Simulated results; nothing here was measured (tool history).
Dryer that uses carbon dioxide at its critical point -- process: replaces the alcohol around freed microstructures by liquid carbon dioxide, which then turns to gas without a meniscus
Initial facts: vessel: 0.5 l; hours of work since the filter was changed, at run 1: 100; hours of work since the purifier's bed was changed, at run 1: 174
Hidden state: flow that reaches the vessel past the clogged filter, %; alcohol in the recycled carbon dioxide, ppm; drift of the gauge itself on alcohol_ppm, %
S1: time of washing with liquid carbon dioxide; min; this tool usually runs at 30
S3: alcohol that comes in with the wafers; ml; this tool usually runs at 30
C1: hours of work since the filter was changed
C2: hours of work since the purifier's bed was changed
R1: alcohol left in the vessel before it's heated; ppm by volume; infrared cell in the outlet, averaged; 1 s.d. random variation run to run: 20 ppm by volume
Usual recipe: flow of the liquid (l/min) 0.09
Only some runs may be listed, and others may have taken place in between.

{"run": 1, "day": 0.0, "S1": 30, "flow of the liquid (l/min)": 0.09, "S3": 30, "C1": 100, "C2": 174, "R1": 1936}
{"run": 2, "day": 0.262, "S1": 30, "flow of the liquid (l/min)": 0.09, "S3": 46, "C1": 105, "C2": 179, "R1": 3036}
{"run": 3, "day": 0.483, "S1": 30, "flow of the liquid (l/min)": 0.0638, "S3": 30, "C1": 110, "C2": 184, "R1": 5388}
{"run": 4, "day": 0.692, "S1": 30, "flow of the liquid (l/min)": 0.0977, "S3": 30, "C1": 114, "C2": 188, "R1": 1502}
{"run": 5, "day": 0.954, "S1": 30, "flow of the liquid (l/min)": 0.09, "S3": 30, "C1": 119, "C2": 193, "R1": 2069}
{"run": 6, "day": 1.312, "S1": 30, "flow of the liquid (l/min)": 0.09, "S3": 30, "C1": 126, "C2": 199, "R1": 2146}
{"run": 7, "day": 1.625, "S1": 30, "flow of the liquid (l/min)": 0.09, "S3": 56, "C1": 132, "C2": 205, "R1": 4039}
{"run": 8, "day": 1.971, "S1": 28, "flow of the liquid (l/min)": 0.09, "S3": 30, "C1": 138, "C2": 212, "R1": 2831}
{"run": 9, "day": 2.442, "S1": 28, "flow of the liquid (l/min)": 0.09, "S3": 30, "C1": 147, "C2": 221, "R1": 2876}
{"day": 2.654, "done": "inlet filter changed"}
{"run": 10, "day": 2.775, "S1": 24, "flow of the liquid (l/min)": 0.09, "S3": 30, "C1": 2, "C2": 227, "R1": 2904}
{"run": 11, "day": 3.142, "S1": 24, "flow of the liquid (l/min)": 0.09, "S3": 30, "C1": 9, "C2": 234, "R1": 2935}
{"run": 12, "day": 3.55, "S1": 24, "flow of the liquid (l/min)": 0.0893, "S3": 30, "C1": 17, "C2": 241, "R1": 3079}
{"run": 13, "day": 3.829, "S1": 24, "flow of the liquid (l/min)": 0.0893, "S3": 30, "C1": 22, "C2": 247, "R1": 3164}
{"run": 14, "day": 4.033, "S1": 24, "flow of the liquid (l/min)": 0.0893, "S3": 30, "C1": 26, "C2": 251, "R1": 3207}
{"run": 15, "day": 4.275, "S1": 30, "flow of the liquid (l/min)": 0.09, "S3": 30, "C1": 31, "C2": 255, "R1": 1482}
{"run": 16, "day": 4.554, "S1": 30, "flow of the liquid (l/min)": 0.09, "S3": 30, "C1": 36, "C2": 261, "R1": 1561}
{"run": 17, "day": 4.779, "S1": 30, "flow of the liquid (l/min)": 0.09, "S3": 30, "C1": 41, "C2": 265, "R1": 1548}
{"run": 18, "day": 4.983, "S1": 30, "flow of the liquid (l/min)": 0.1051, "S3": 30, "C1": 45, "C2": 269, "R1": 943}
{"run": 19, "day": 5.192, "S1": 30, "flow of the liquid (l/min)": 0.1051, "S3": 30, "C1": 49, "C2": 273, "R1": 929}
{"run": 20, "day": 5.454, "S1": 30, "flow of the liquid (l/min)": 0.1051, "S3": 30, "C1": 54, "C2": 278, "R1": 926}
{"run": 21, "day": 5.675, "S1": 30, "flow of the liquid (l/min)": 0.1051, "S3": 30, "C1": 58, "C2": 282, "R1": 940}
{"run": 22, "day": 6.129, "S1": 30, "flow of the liquid (l/min)": 0.09, "S3": 36, "C1": 67, "C2": 291, "R1": 2042}
{"run": 23, "day": 6.342, "S1": 30, "flow of the liquid (l/min)": 0.09, "S3": 36, "C1": 71, "C2": 295, "R1": 2084}
{"run": 24, "day": 6.554, "S1": 34, "flow of the liquid (l/min)": 0.122, "S3": 113, "C1": 75, "C2": 299, "R1": 1029}
{"run": 25, "day": 6.879, "S1": 30, "flow of the liquid (l/min)": 0.09, "S3": 79, "C1": 81, "C2": 305, "R1": 4739}
{"run": 26, "day": 7.254, "S1": 36, "flow of the liquid (l/min)": 0.09, "S3": 85, "C1": 88, "C2": 312, "R1": 2568}
{"run": 27, "day": 7.65, "S1": 46, "flow of the liquid (l/min)": 0.0712, "S3": 40, "C1": 96, "C2": 320, "R1": 1180}
{"run": 28, "day": 7.967, "S1": 46, "flow of the liquid (l/min)": 0.0712, "S3": 41, "C1": 102, "C2": 326, "R1": 1311}
{"run": 29, "day": 8.333, "S1": 30, "flow of the liquid (l/min)": 0.1266, "S3": 81, "C1": 109, "C2": 333, "R1": 1362}
{"run": 30, "day": 8.667, "S1": 28, "flow of the liquid (l/min)": 0.0969, "S3": 78, "C1": 115, "C2": 340, "R1": 5191}
{"run": 31, "day": 8.95, "S1": 24, "flow of the liquid (l/min)": 0.1496, "S3": 33, "C1": 121, "C2": 345, "R1": 834}
{"run": 32, "day": 9.242, "S1": 24, "flow of the liquid (l/min)": 0.1496, "S3": 33, "C1": 126, "C2": 351, "R1": 843}
{"run": 33, "day": 9.704, "S1": 30, "flow of the liquid (l/min)": 0.1246, "S3": 55, "C1": 135, "C2": 359, "R1": 1198}
{"run": 34, "day": 10.1, "S1": 30, "flow of the liquid (l/min)": 0.1246, "S3": 55, "C1": 143, "C2": 367, "R1": 1236}
{"day": 10.55, "done": "inlet filter changed"}
{"run": 35, "day": 10.571, "S1": 42, "flow of the liquid (l/min)": 0.1246, "S3": 59, "C1": 0, "C2": 375, "R1": 143}
{"run": 36, "day": 10.862, "S1": 36, "flow of the liquid (l/min)": 0.09, "S3": 94, "C1": 6, "C2": 381, "R1": 2065}
{"run": 37, "day": 11.15, "S1": 27, "flow of the liquid (l/min)": 0.065, "S3": 22, "C1": 11, "C2": 386, "R1": 3766}
{"run": 38, "day": 11.342, "S1": 27, "flow of the liquid (l/min)": 0.0898, "S3": 29, "C1": 15, "C2": 390, "R1": 1969}
{"run": 39, "day": 11.588, "S1": 19, "flow of the liquid (l/min)": 0.0829, "S3": 38, "C1": 20, "C2": 395, "R1": 8359}
{"run": 40, "day": 11.929, "S1": 19, "flow of the liquid (l/min)": 0.1017, "S3": 35, "C1": 26, "C2": 401, "R1": 4911}
{"run": 41, "day": 12.288, "S1": 31, "flow of the liquid (l/min)": 0.112, "S3": 61, "C1": 33, "C2": 408, "R1": 1104}
{"run": 42, "day": 12.521, "S1": 31, "flow of the liquid (l/min)": 0.0974, "S3": 67, "C1": 38, "C2": 413, "R1": 2280}
{"run": 43, "day": 12.925, "S1": 31, "flow of the liquid (l/min)": 0.0974, "S3": 67, "C1": 46, "C2": 420, "R1": 2276}
{"run": 44, "day": 13.362, "S1": 31, "flow of the liquid (l/min)": 0.0974, "S3": 67, "C1": 54, "C2": 429, "R1": 2394}
{"run": 45, "day": 13.571, "S1": 33, "flow of the liquid (l/min)": 0.09, "S3": 71, "C1": 58, "C2": 433, "R1": 2690}
{"run": 46, "day": 14.008, "S1": 33, "flow of the liquid (l/min)": 0.09, "S3": 71, "C1": 66, "C2": 441, "R1": 2795}

Some steps in R1 between neighbouring runs. How much of each would the tool show without its hidden state too (settings, what came in, random variation), and how much is left for the hidden state, with any gauge scatter that isn't in both results?
Run 3 -> 4: flow of the liquid (l/min) 0.0638 -> 0.0977. R1 -3886 ppm by volume: hidden state -831, all else -3055.
Run 9 -> 10: S1 28 -> 24, inlet filter changed. R1 +28 ppm by volume: hidden state -1062, all else +1090.
Run 29 -> 30: S1 30 -> 28, flow of the liquid (l/min) 0.1266 -> 0.0969, S3 81 -> 78. R1 +3829 ppm by volume: hidden state +1221, all else +2608.
Run 30 -> 31: S1 28 -> 24, flow of the liquid (l/min) 0.0969 -> 0.1496, S3 78 -> 33. R1 -4357 ppm by volume: hidden state -1433, all else -2924.
Run 38 -> 39: S1 27 -> 19, flow of the liquid (l/min) 0.0898 -> 0.0829, S3 29 -> 38. R1 +6390 ppm by volume: hidden state +248, all else +6142.

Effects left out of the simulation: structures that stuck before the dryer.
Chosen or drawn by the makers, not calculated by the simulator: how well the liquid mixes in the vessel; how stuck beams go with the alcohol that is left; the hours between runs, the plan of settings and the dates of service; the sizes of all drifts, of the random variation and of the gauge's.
